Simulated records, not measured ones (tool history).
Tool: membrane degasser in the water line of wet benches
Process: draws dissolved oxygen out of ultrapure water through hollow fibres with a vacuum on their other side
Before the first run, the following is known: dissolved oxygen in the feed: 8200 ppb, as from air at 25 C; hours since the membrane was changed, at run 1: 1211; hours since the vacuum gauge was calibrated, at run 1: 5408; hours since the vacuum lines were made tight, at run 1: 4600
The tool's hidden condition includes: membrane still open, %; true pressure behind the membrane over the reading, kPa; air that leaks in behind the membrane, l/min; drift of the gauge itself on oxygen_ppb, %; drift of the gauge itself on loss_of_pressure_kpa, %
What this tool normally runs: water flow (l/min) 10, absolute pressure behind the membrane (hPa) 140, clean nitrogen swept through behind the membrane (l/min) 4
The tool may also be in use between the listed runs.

run    hour  water flow (l/min)  absolute pressure behind the membrane (hPa)  clean nitrogen swept through behind the membrane (l/min)  hours since the membrane was changed  hours since the vacuum gauge was calibrated  hours since the vacuum lines were made tight  dissolved oxygen in the water behind the degasser (ppb)  pressure that the water loses in the fibres (hPa)
  1       0                  10                                          140                                                         4                                  1211                                         5408                                          4600                                                    178.9                                              698.6
  2   335.4                  10                                          140                                                         4                                  1546                                         5743                                          4935                                                    189.3                                              701.8
  3   569.1                  10                                          140                                                      8.03                                  1780                                         5977                                          5169                                                    149.2                                              700.2
  4     754                  10                                          140                                                      8.03                                  1965                                         6162                                          5354                                                    148.1                                              704.3
  5   960.1                  10                                          140                                                      8.03                                  2171                                         6368                                          5560                                                    151.6                                              707.2
      979.3  -- seals of the vacuum lines changed
  6  1192.8                  10                                          140                                                         4                                  2402                                         6599                                           214                                                    187.1                                              710.3
  7  1521.5                  10                                           87                                                         4                                  2730                                         6928                                           542                                                    155.2                                              711.3
  8  1761.5                  10                                           87                                                         4                                  2970                                         7167                                           782                                                    159.7                                              708.4
  9  1995.5                  10                                           87                                                         4                                  3204                                         7401                                          1016                                                      159                                              713.7
     2017.3  -- vacuum gauge calibrated
 10  2319.4                  10                                          140                                                      6.79                                  3528                                          302                                          1340                                                    162.7                                              714.2
 11  2621.2                  10                                          140                                                      6.79                                  3830                                          604                                          1641                                                    165.6                                              710.3
 12  2946.3                  10                                          140                                                      6.79                                  4155                                          929                                          1967                                                    167.1                                              718.2
 13  3108.3                  10                                          140                                                      6.79                                  4317                                         1091                                          2129                                                    165.1                                              727.1
 14  3386.1                  10                                          140                                                      6.79                                  4595                                         1369                                          2406                                                    172.7                                              722.5
 15  3544.2                  12                                          155                                                      6.79                                  4753                                         1527                                          2564                                                    257.5                                              865.9
     3579.4  -- vacuum gauge calibrated, once more
 16  3814.1                   8                                          118                                                      1.63                                  5022                                          235                                          2834                                                    175.6                                              581.4
 17    4062                   8                                           84                                                      3.41                                  5270                                          483                                          3082                                                    100.7                                              579.3
 18  4221.2                   8                                           84                                                      3.41                                  5429                                          642                                          3241                                                    101.4                                              580.9
 19    4545                   9                                          202                                                      7.36                                  5753                                          966                                          3565                                                    154.7                                              654.2
 20  4877.6                   8                                          165                                                      5.22                                  6085                                         1298                                          3897                                                    124.5                                              590.2
 21  5216.3                   8                                          165                                                      5.22                                  6424                                         1637                                          4236                                                    124.6                                              590.5
 22  5503.8                  11                                          233                                                      4.85                                  6712                                         1924                                          4524                                                      289                                              808.4
 23  5785.8                   6                                          208                                                       6.2                                  6994                                         2206                                          4806                                                       76                                              443.4
 24  6147.6                   6                                          208                                                       6.2                                  7355                                         2568                                          5167                                                     78.1                                              447.1
 25  6513.2                   6                                          208                                                       6.2                                  7721                                         2934                                          5533                                                     78.5                                              445.4
     6556.9  -- seals of the vacuum lines changed
 26  6671.4                   6                                          106                                                      1.63                                  7877                                         3090                                           115                                                     99.9                                              446.2
 27  6890.7                   7                                          110                                                      1.63                                  8097                                         3309                                           334                                                    134.4                                              517.8

Same runs, no hidden state in the tool, same run-to-run variation:
run  dissolved oxygen in the water behind the degasser (ppb)  pressure that the water loses in the fibres (hPa)
  1                                                    167.8                                              690.9
  2                                                      176                                              692.2
  3                                                    138.3                                              689.3
  4                                                    136.5                                              692.3
  5                                                    138.7                                              693.8
  6                                                    173.4                                              695.5
  7                                                    140.2                                              694.6
  8                                                    143.2                                              690.3
  9                                                    141.6                                              694.1
 10                                                      144                                              692.6
 11                                                    145.2                                              686.9
 12                                                    145.2                                              692.8
 13                                                    142.6                                              700.5
 14                                                    147.9                                              694.3
 15                                                    223.3                                              830.9
 16                                                    158.2                                              556.5
 17                                                     85.3                                              553.2
 18                                                     85.3                                                554
 19                                                    131.6                                                622
 20                                                      105                                              559.6
 21                                                    103.9                                              558.3
 22                                                    247.6                                              762.3
 23                                                     62.6                                              417.1
 24                                                     63.8                                              419.1
 25                                                     63.5                                              416.1
 26                                                     88.3                                              416.4
 27                                                    116.4                                              481.9
